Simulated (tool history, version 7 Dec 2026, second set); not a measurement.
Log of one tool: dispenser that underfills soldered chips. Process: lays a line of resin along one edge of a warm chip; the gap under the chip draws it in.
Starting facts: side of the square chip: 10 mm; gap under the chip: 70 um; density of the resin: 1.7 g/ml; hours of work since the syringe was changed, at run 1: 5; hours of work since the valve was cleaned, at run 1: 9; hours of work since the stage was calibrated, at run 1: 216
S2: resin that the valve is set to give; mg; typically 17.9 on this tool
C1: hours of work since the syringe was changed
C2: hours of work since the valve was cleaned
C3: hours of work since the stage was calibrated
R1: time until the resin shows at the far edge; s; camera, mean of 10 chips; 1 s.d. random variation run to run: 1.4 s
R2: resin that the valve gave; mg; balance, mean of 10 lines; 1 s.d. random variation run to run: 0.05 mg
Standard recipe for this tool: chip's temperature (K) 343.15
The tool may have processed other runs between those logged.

Run 1, hour 0: usual settings; C1 5; C2 9; C3 216. Result: R1 188.9 s, R2 17.81 mg.
At hour 1.5: new syringe of resin.
Run 2, hour 4.2: usual settings; C1 2; C2 12; C3 219. Result: R1 158.2 s, R2 17.76 mg.
At hour 9.5: new syringe of resin.
Run 3, hour 10.3: usual settings; C1 1; C2 17; C3 224. Result: R1 146.7 s, R2 17.57 mg.
Run 4, hour 13.8: usual settings but chip's temperature (K) 331.15; C1 3; C2 19; C3 226. Result: R1 294.2 s, R2 17.6 mg.
At hour 17.3: new syringe of resin.
Run 5, hour 20: usual settings but chip's temperature (K) 331.15; C1 2; C2 24; C3 231. Result: R1 271.5 s, R2 17.63 mg.
At hour 25.3: new syringe of resin.
Run 6, hour 27: usual settings but chip's temperature (K) 356.15; C1 1; C2 29; C3 236. Result: R1 87.2 s, R2 17.42 mg.
At hour 33.1: new syringe of resin.
Run 7, hour 35.1: usual settings but chip's temperature (K) 356.15, S2 17.3 mg; C1 2; C2 35; C3 242. Result: R1 91.7 s, R2 16.84 mg.
At hour 40.6: new syringe of resin.
Run 8, hour 40.6: usual settings but S2 16.8 mg; C1 0; C2 39; C3 246. Result: R1 141.6 s, R2 16.27 mg.
At hour 48.7: new syringe of resin.
Run 9, hour 49.1: usual settings; C1 0; C2 45; C3 253. Result: R1 146.7 s, R2 17.2 mg.
At hour 50.8: dispensing valve cleaned and set on the balance.
Run 10, hour 54.2: usual settings but S2 21.1 mg; C1 3; C2 3; C3 256. Result: R1 172.5 s, R2 20.99 mg.
At hour 57.5: new syringe of resin.
Run 11, hour 61.2: usual settings but chip's temperature (K) 332.15; C1 3; C2 8; C3 261. Result: R1 273.8 s, R2 17.8 mg.
At hour 65.4: new syringe of resin.
Run 12, hour 68.7: usual settings but chip's temperature (K) 336.15; C1 3; C2 13; C3 267. Result: R1 234.5 s, R2 17.9 mg.
At hour 72.9: new syringe of resin.
Run 13, hour 73.4: usual settings; C1 0; C2 17; C3 270. Result: R1 147.1 s, R2 17.69 mg.
Run 14, hour 76.7: usual settings but S2 20.2 mg; C1 3; C2 19; C3 273. Result: R1 166.4 s, R2 19.89 mg.
At hour 80.8: new syringe of resin.
Run 15, hour 81.2: usual settings but S2 20.2 mg; C1 0; C2 23; C3 276. Result: R1 141.2 s, R2 19.82 mg.
Run 16, hour 84.9: usual settings but chip's temperature (K) 333.15, S2 20.2 mg; C1 3; C2 25; C3 279. Result: R1 261 s, R2 19.77 mg.
At hour 88.6: new syringe of resin.
Run 17, hour 92.8: usual settings but chip's temperature (K) 334.15; C1 3; C2 31; C3 285. Result: R1 260.9 s, R2 17.51 mg.
At hour 96.1: new syringe of resin.
Run 18, hour 97: usual settings but chip's temperature (K) 349.15, S2 18.8 mg; C1 1; C2 34; C3 288. Result: R1 116.4 s, R2 18.31 mg.
Run 19, hour 102.8: usual settings but chip's temperature (K) 349.15, S2 18.8 mg; C1 5; C2 39; C3 292. Result: R1 152.3 s, R2 18.29 mg.
At hour 103.8: new syringe of resin.
At hour 111.3: new syringe of resin.
Run 20, hour 111.3: usual settings but chip's temperature (K) 331.15, S2 16.8 mg; C1 0; C2 45; C3 298. Result: R1 259.6 s, R2 16.15 mg.
At hour 113.6: dispensing valve cleaned and set on the balance.
At hour 120.3: new syringe of resin.
Run 21, hour 120.6: usual settings but chip's temperature (K) 349.15, S2 18.4 mg; C1 0; C2 5; C3 304. Result: R1 115.9 s, R2 18.35 mg.
At hour 126.6: stage's temperature calibrated.
Run 22, hour 127.2: usual settings but chip's temperature (K) 353.15, S2 17.8 mg; C1 5; C2 10; C3 0. Result: R1 115.2 s, R2 17.64 mg.
At hour 129.1: new syringe of resin.
Run 23, hour 133.2: usual settings but chip's temperature (K) 353.15, S2 22.1 mg; C1 3; C2 14; C3 5. Result: R1 104.7 s, R2 21.94 mg.
At hour 137: new syringe of resin.
Run 24, hour 140.8: usual settings but chip's temperature (K) 335.15, S2 19.4 mg; C1 3; C2 20; C3 11. Result: R1 224.3 s, R2 19.03 mg.
At hour 144.7: new syringe of resin.
Run 25, hour 145.5: usual settings but S2 21.9 mg; C1 1; C2 23; C3 14. Result: R1 133.8 s, R2 21.51 mg.
At hour 152.3: new syringe of resin.
Run 26, hour 152.3: usual settings but S2 18.4 mg; C1 0; C2 28; C3 19. Result: R1 130 s, R2 17.9 mg.
Run 27, hour 158.6: usual settings but S2 18.4 mg; C1 5; C2 33; C3 24. Result: R1 178 s, R2 17.96 mg.
At hour 160.1: new syringe of resin.
Run 28, hour 167: usual settings but chip's temperature (K) 348.15, S2 20.7 mg; C1 5; C2 39; C3 30. Result: R1 148.9 s, R2 20.05 mg.
At hour 167.7: new syringe of resin.
Run 29, hour 173.6: usual settings but S2 16 mg; C1 5; C2 44; C3 35. Result: R1 181.9 s, R2 15.31 mg.
At hour 175.2: new syringe of resin.
At hour 177.4: dispensing valve cleaned and set on the balance.
Run 30, hour 180.7: usual settings but S2 16 mg; C1 4; C2 3; C3 40. Result: R1 166.3 s, R2 15.98 mg.
At hour 183.8: new syringe of resin.
Run 31, hour 187.6: usual settings but S2 16 mg; C1 3; C2 8; C3 45. Result: R1 166.3 s, R2 15.94 mg.
At hour 191.8: new syringe of resin.
Run 32, hour 194.5: usual settings but chip's temperature (K) 348.15, S2 16.4 mg; C1 2; C2 13; C3 50. Result: R1 124.8 s, R2 16.27 mg.
At hour 199.8: new syringe of resin.
Run 33, hour 201.1: usual settings but chip's temperature (K) 331.15, S2 16.4 mg; C1 1; C2 18; C3 55. Result: R1 250.4 s, R2 16.18 mg.
At hour 207.3: new syringe of resin.
Run 34, hour 207.5: usual settings but chip's temperature (K) 334.15; C1 0; C2 22; C3 59. Result: R1 201 s, R2 17.56 mg.

Measured result minus the same run's result without the hidden state. Both carry the same run-to-run variation, though not necessarily the same gauge scatter:
Unlogged tool condition in this case: resin's viscosity, % of fresh resin's; dose that the valve gives, % of what is set; true chip temperature over the reading, C; drift of the gauge itself on fill_s, %; drift of the gauge itself on given_mg, %.
run     R1     R2
  1  +56.5  -0.14
  2  +25.7  -0.18
  3  +14.8  -0.24
  4  +68.9  -0.28
  5  +50.8  -0.34
  6  +11.5  -0.42
  7  +14.4  -0.49
  8  +10.6  -0.53
  9  +14.3  -0.66
 10  +42.5  -0.06
 11  +59.1  -0.12
 12  +50.2  -0.21
 13    +14  -0.27
 14  +36.8  -0.34
 15  +11.7  -0.39
 16  +59.4  -0.44
 17  +64.5  -0.47
 18    +14  -0.55
 19  +49.1  -0.61
 20  +31.4  -0.63
 21  +13.4  -0.06
 22  +28.9  -0.14
 23  +19.1  -0.24
 24  +36.9  -0.31
 25   +4.7  -0.41
 26     +2  -0.42
 27    +46   -0.5
 28  +42.8  -0.67
 29  +48.1  -0.58
 30  +31.8  -0.02
 31  +29.8  -0.09
 32  +17.7  -0.16
 33  +20.4  -0.22
 34   +6.4  -0.32
